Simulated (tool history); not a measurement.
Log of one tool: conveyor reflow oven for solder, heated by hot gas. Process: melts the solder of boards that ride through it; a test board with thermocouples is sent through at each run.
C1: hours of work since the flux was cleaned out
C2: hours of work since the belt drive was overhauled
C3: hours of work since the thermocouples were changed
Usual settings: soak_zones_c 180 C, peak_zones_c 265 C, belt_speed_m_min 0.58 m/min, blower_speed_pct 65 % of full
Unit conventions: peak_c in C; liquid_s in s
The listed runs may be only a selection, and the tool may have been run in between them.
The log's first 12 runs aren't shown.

{"run": 13, "day": 12.508, "soak_zones_c": 180, "peak_zones_c": 265, "belt_speed_m_min": 0.58, "blower_speed_pct": 65, "C1": 202, "C2": 939, "C3": 599, "peak_c": 247.2, "liquid_s": 51.9}
{"run": 14, "day": 14.042, "soak_zones_c": 180, "peak_zones_c": 265, "belt_speed_m_min": 0.58, "blower_speed_pct": 65, "C1": 221, "C2": 957, "C3": 617, "peak_c": 247.4, "liquid_s": 51.75}
{"day": 14.417, "done": "belt drive overhauled, speed set with a stopwatch"}
{"run": 15, "day": 14.942, "soak_zones_c": 180, "peak_zones_c": 265, "belt_speed_m_min": 0.58, "blower_speed_pct": 65, "C1": 229, "C2": 6, "C3": 626, "peak_c": 247, "liquid_s": 51.53}
{"day": 16.175, "done": "thermocouples of zones 6 and 7 changed"}
{"run": 16, "day": 16.321, "soak_zones_c": 180, "peak_zones_c": 265, "belt_speed_m_min": 0.58, "blower_speed_pct": 65, "C1": 245, "C2": 22, "C3": 2, "peak_c": 247.3, "liquid_s": 51.56}
{"run": 17, "day": 17.592, "soak_zones_c": 180, "peak_zones_c": 265, "belt_speed_m_min": 0.609, "blower_speed_pct": 65, "C1": 260, "C2": 37, "C3": 17, "peak_c": 245.8, "liquid_s": 47.36}
{"run": 18, "day": 19.075, "soak_zones_c": 180, "peak_zones_c": 265, "belt_speed_m_min": 0.609, "blower_speed_pct": 65, "C1": 277, "C2": 54, "C3": 34, "peak_c": 245.6, "liquid_s": 47.44}
{"run": 19, "day": 19.833, "soak_zones_c": 180, "peak_zones_c": 278, "belt_speed_m_min": 0.7, "blower_speed_pct": 60, "C1": 286, "C2": 63, "C3": 43, "peak_c": 249, "liquid_s": 42.27}
{"run": 20, "day": 21.067, "soak_zones_c": 171, "peak_zones_c": 265, "belt_speed_m_min": 0.556, "blower_speed_pct": 79, "C1": 301, "C2": 78, "C3": 58, "peak_c": 248.9, "liquid_s": 52.93}
{"run": 21, "day": 22.362, "soak_zones_c": 171, "peak_zones_c": 259, "belt_speed_m_min": 0.475, "blower_speed_pct": 79, "C1": 316, "C2": 93, "C3": 73, "peak_c": 248.2, "liquid_s": 63.37}
{"run": 22, "day": 24.008, "soak_zones_c": 171, "peak_zones_c": 259, "belt_speed_m_min": 0.475, "blower_speed_pct": 79, "C1": 336, "C2": 113, "C3": 93, "peak_c": 248.2, "liquid_s": 63.27}
{"run": 23, "day": 25.192, "soak_zones_c": 171, "peak_zones_c": 259, "belt_speed_m_min": 0.475, "blower_speed_pct": 79, "C1": 350, "C2": 127, "C3": 107, "peak_c": 248, "liquid_s": 63.48}

Run 24 comes next. What will it give?
{"run": 24, "day": 26.038, "soak_zones_c": 177, "peak_zones_c": 259, "belt_speed_m_min": 0.63, "blower_speed_pct": 79, "C1": 360, "C2": 137, "C3": 117, "peak_c": "?", "liquid_s": "?"}

{"run 24": {"peak_c": 241.3, "liquid_s": 41.56}}
Without the tool's hidden state the same run would have given peak_c 241.4 C, liquid_s 41.68 s.
